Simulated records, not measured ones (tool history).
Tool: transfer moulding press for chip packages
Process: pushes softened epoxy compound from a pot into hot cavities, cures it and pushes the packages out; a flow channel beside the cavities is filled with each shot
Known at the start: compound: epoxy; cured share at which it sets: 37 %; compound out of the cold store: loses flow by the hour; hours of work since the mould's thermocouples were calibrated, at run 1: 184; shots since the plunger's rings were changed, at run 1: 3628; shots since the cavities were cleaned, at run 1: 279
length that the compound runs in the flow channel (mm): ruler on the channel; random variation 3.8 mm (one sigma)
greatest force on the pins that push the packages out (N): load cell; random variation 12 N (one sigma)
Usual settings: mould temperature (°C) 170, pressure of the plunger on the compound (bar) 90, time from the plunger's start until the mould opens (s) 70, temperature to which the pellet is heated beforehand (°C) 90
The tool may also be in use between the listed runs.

run   hour  mould temperature (°C)  pressure of the plunger on the compound (bar)  time from the plunger's start until the mould opens (s)  temperature to which the pellet is heated beforehand (°C)  hours of work since the mould's thermocouples were calibrated  shots since the plunger's rings were changed  shots since the cavities were cleaned  incoming compound's hours out of the cold store  length that the compound runs in the flow channel (mm)  greatest force on the pins that push the packages out (N)
  1      0                     170                                             90                                                       70                                                         90                                                            184                                          3628                                    279                                             42.5                                                     711                                                        760
      23.4  -- cavities cleaned with cleaning compound and waxed
  2   42.6                     170                                             82                                                       70                                                         90                                                            208                                          4253                                    292                                             38.7                                                     679                                                        749
      65.5  -- cavities cleaned with cleaning compound and waxed
  3   89.2                     170                                             82                                                       70                                                         90                                                            234                                          4938                                    360                                             21.1                                                     702                                                        805
     110.7  -- cavities cleaned with cleaning compound and waxed
  4  124.8                     170                                             82                                                       70                                                         94                                                            254                                          5457                                    215                                             40.7                                                     660                                                        709
     130.2  -- plunger's sealing rings changed
     154.9  -- cavities cleaned with cleaning compound and waxed
  5  160.5                     170                                             82                                                       70                                                         94                                                            272                                           437                                     84                                             11.4                                                     771                                                        646
  6  185.1                     170                                             82                                                       70                                                         94                                                            287                                           811                                    458                                             10.8                                                     761                                                        900
     198.1  -- cavities cleaned with cleaning compound and waxed
  7  213.8                     170                                             82                                                       70                                                         94                                                            302                                          1225                                    239                                             30.3                                                     724                                                        700
  8  233.7                     170                                             75                                                       56                                                         90                                                            314                                          1527                                    541                                             23.1                                                     699                                                       1465
     242.4  -- cavities cleaned with cleaning compound and waxed
  9  280.2                     166                                             90                                                       70                                                         90                                                            340                                          2211                                    574                                             22.5                                                     785                                                       1310
     287.5  -- cavities cleaned with cleaning compound and waxed
 10  317.6                     170                                          103.7                                                       70                                                         90                                                            361                                          2757                                    457                                             18.8                                                     818                                                        896
       330  -- cavities cleaned with cleaning compound and waxed
 11  352.7                     170                                             85                                                       70                                                         90                                                            380                                          3267                                    344                                               25                                                     730                                                        794
     372.1  -- cavities cleaned with cleaning compound and waxed
 12  390.2                     162                                           79.9                                                       80                                                         90                                                            401                                          3815                                    276                                               31                                                     726                                                        984
     416.2  -- cavities cleaned with cleaning compound and waxed
 13  429.9                     162                                           79.9                                                       80                                                         90                                                            423                                          4395                                    208                                             25.9                                                     725                                                        976

Forecast each of these 3 alternatives for the next run:
     458.9  -- cavities cleaned with cleaning compound and waxed
  A  458.9                     175                                             90                                                       73                                                         97                                                            439                                          4813                                      0                                             21.4                                                       ?                                                          ?
     458.9  -- cavities cleaned with cleaning compound and waxed
  B  458.9                     162                                           79.9                                                       91                                                         90                                                            439                                          4813                                      0                                             24.8                                                       ?                                                          ?
     458.9  -- cavities cleaned with cleaning compound and waxed
  C  458.9                     173                                           68.5                                                       70                                                         95                                                            439                                          4813                                      0                                             38.9                                                       ?                                                          ?

run  length that the compound runs in the flow channel (mm)  greatest force on the pins that push the packages out (N)
  A                                                     713                                                        433
  B                                                     724                                                        563
  C                                                     604                                                        459
Without the tool's hidden state the same runs would have given:
run  length that the compound runs in the flow channel (mm)  greatest force on the pins that push the packages out (N)
  A                                                     768                                                        433
  B                                                     781                                                        582
  C                                                     650                                                        463

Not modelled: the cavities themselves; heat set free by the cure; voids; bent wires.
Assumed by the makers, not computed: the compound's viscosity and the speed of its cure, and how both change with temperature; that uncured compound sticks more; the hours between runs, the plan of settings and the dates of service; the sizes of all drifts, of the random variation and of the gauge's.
